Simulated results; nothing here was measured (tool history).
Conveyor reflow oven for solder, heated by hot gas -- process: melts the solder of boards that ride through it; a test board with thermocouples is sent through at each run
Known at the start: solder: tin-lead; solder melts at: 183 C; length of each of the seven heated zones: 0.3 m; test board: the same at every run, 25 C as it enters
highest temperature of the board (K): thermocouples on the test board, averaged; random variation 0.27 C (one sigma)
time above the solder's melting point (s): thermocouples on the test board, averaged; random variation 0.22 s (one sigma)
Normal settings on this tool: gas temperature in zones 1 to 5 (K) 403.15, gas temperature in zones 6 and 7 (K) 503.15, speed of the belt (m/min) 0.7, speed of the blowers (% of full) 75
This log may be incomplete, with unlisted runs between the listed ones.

| run | hour | gas temperature in zones 1 to 5 (K) | gas temperature in zones 6 and 7 (K) | speed of the belt (m/min) | speed of the blowers (% of full) | highest temperature of the board (K) | time above the solder's melting point (s) |
|---|---|---|---|---|---|---|---|
| 1 | 0 | 403.15 | 503.15 | 0.7 | 75 | 485.15 | 33.8 |
| 2 | 51.9 | 403.15 | 503.15 | 0.7 | 75 | 485.35 | 34.1 |
| 3 | 102.5 | 403.15 | 503.15 | 0.7 | 75 | 484.95 | 33.7 |
| 4 | 153.7 | 406.15 | 503.15 | 0.7 | 75 | 485.05 | 34.7 |
| 5 | 185.6 | 403.15 | 503.15 | 0.7 | 79 | 486.15 | 34.3 |
| 6 | 225.9 | 403.15 | 503.15 | 0.7 | 79 | 485.85 | 34.4 |
| 7 | 260.9 | 417.15 | 503.15 | 0.7 | 75 | 487.55 | 38.4 |
| 8 | 332.6 | 403.15 | 503.15 | 0.7 | 84 | 488.35 | 36.2 |
| 9 | 370.9 | 403.15 | 503.15 | 0.7 | 84 | 487.75 | 36 |
| 10 | 398.6 | 403.15 | 503.15 | 0.7 | 84 | 487.95 | 36 |
| 11 | 439.8 | 403.15 | 517.15 | 0.7 | 75 | 498.45 | 41.1 |
| 12 | 496.1 | 403.15 | 514.15 | 0.7 | 75 | 495.25 | 39.6 |
| 13 | 562.3 | 403.15 | 503.15 | 0.7 | 75 | 485.15 | 34.2 |
| 14 | 620.3 | 403.15 | 503.15 | 0.7 | 75 | 485.45 | 34.4 |
| 15 | 654 | 403.15 | 503.15 | 0.7 | 75 | 485.25 | 33.7 |
| 16 | 691.7 | 407.15 | 503.15 | 0.7 | 75 | 485.45 | 33.9 |
| 17 | 747.5 | 412.15 | 516.15 | 0.795 | 81 | 496.25 | 36.8 |
| 18 | 802.1 | 403.15 | 500.15 | 0.749 | 75 | 481.35 | 28.3 |
| 19 | 864.8 | 403.15 | 507.15 | 0.749 | 54 | 480.45 | 26.6 |
| 20 | 900.1 | 411.15 | 514.15 | 0.749 | 54 | 487.45 | 33.6 |
| 21 | 944.4 | 396.15 | 514.15 | 0.597 | 66 | 497.55 | 45.1 |
| 22 | 1009 | 396.15 | 514.15 | 0.597 | 66 | 496.95 | 45.8 |
| 23 | 1073.2 | 396.15 | 514.15 | 0.597 | 66 | 496.95 | 45.7 |
| 24 | 1127.6 | 418.15 | 503.15 | 0.7 | 75 | 489.85 | 40.2 |
| 25 | 1185.2 | 402.15 | 513.15 | 0.704 | 58 | 486.85 | 33.7 |
| 26 | 1233.3 | 402.15 | 491.15 | 0.704 | 52 | 466.85 | 16.1 |
| 27 | 1273.6 | 402.15 | 491.15 | 0.704 | 52 | 466.95 | 16.2 |
| 28 | 1339.8 | 395.15 | 491.15 | 0.704 | 52 | 464.65 | 12.5 |
| 29 | 1402.4 | 403.15 | 503.15 | 0.596 | 67 | 486.95 | 41.3 |
| 30 | 1469.7 | 403.15 | 503.15 | 0.596 | 67 | 488.15 | 42.4 |
| 31 | 1502.8 | 403.15 | 503.15 | 0.596 | 67 | 487.85 | 42.5 |

Missing from the log above: 7 entries noted between runs. For each, name the pair of listed runs it sits between and say how the tool's hidden condition differs from the listed run just before to the listed run just after:
After run 7, before run 8: flux residue cleaned out of gas plates and filters (hour 327.8)
  heat that the gas passes to the board, % of a clean oven's: 93.9 -> 99.4; belt's true speed, % of the reading: 99.2 -> 99.14; true gas temperature in zones 6 and 7 over the reading, C: 1.38 -> 1.49
  what was measured, less what the result would be without the hidden state, highest temperature of the board (K): -0.1 -> +1.4; time above the solder's melting point (s): +0.1 -> +1.1
After run 10, before run 11: belt drive overhauled, speed set with a stopwatch (hour 407.8)
  heat that the gas passes to the board, % of a clean oven's: 98.1 -> 97.4; belt's true speed, % of the reading: 99.07 -> 98.7; true gas temperature in zones 6 and 7 over the reading, C: 1.59 -> 1.65
  what was measured, less what the result would be without the hidden state, highest temperature of the board (K): +1.2 -> +1.2; time above the solder's melting point (s): +1 -> +1.1
After run 15, before run 16: belt drive overhauled, speed set with a stopwatch, once more (hour 667.7)
  heat that the gas passes to the board, % of a clean oven's: 93.4 -> 92.8; belt's true speed, % of the reading: 98.5 -> 100.09; true gas temperature in zones 6 and 7 over the reading, C: 1.98 -> 2.03
  what was measured, less what the result would be without the hidden state, highest temperature of the board (K): +0.4 -> -0.2; time above the solder's melting point (s): +0.5 -> -0.5
After run 16, before run 17: flux residue cleaned out of gas plates and filters (hour 711.7)
  heat that the gas passes to the board, % of a clean oven's: 92.8 -> 98.6; belt's true speed, % of the reading: 100.09 -> 100.05; true gas temperature in zones 6 and 7 over the reading, C: 2.03 -> 2.11
  what was measured, less what the result would be without the hidden state, highest temperature of the board (K): -0.2 -> +1.3; time above the solder's melting point (s): -0.5 -> +0.5
After run 23, before run 24: flux residue cleaned out of gas plates and filters (hour 1085.3)
  heat that the gas passes to the board, % of a clean oven's: 92.6 -> 98.8; belt's true speed, % of the reading: 99.74 -> 99.7; true gas temperature in zones 6 and 7 over the reading, C: 2.61 -> 2.69
  what was measured, less what the result would be without the hidden state, highest temperature of the board (K): +0.5 -> +2.2; time above the solder's melting point (s): +0.2 -> +1.2
After run 24, before run 25: thermocouples of zones 6 and 7 changed (hour 1151.4)
  heat that the gas passes to the board, % of a clean oven's: 98.8 -> 97.7; belt's true speed, % of the reading: 99.7 -> 99.64; true gas temperature in zones 6 and 7 over the reading, C: 2.69 -> -0.49
  what was measured, less what the result would be without the hidden state, highest temperature of the board (K): +2.2 -> -0.9; time above the solder's melting point (s): +1.2 -> -0.5
After run 29, before run 30: flux residue cleaned out of gas plates and filters (hour 1462.6)
  heat that the gas passes to the board, % of a clean oven's: 93.4 -> 99.9; belt's true speed, % of the reading: 99.45 -> 99.39; true gas temperature in zones 6 and 7 over the reading, C: -0.17 -> -0.07
  what was measured, less what the result would be without the hidden state, highest temperature of the board (K): -1.4 -> +0.1; time above the solder's melting point (s): -1 -> +0.3

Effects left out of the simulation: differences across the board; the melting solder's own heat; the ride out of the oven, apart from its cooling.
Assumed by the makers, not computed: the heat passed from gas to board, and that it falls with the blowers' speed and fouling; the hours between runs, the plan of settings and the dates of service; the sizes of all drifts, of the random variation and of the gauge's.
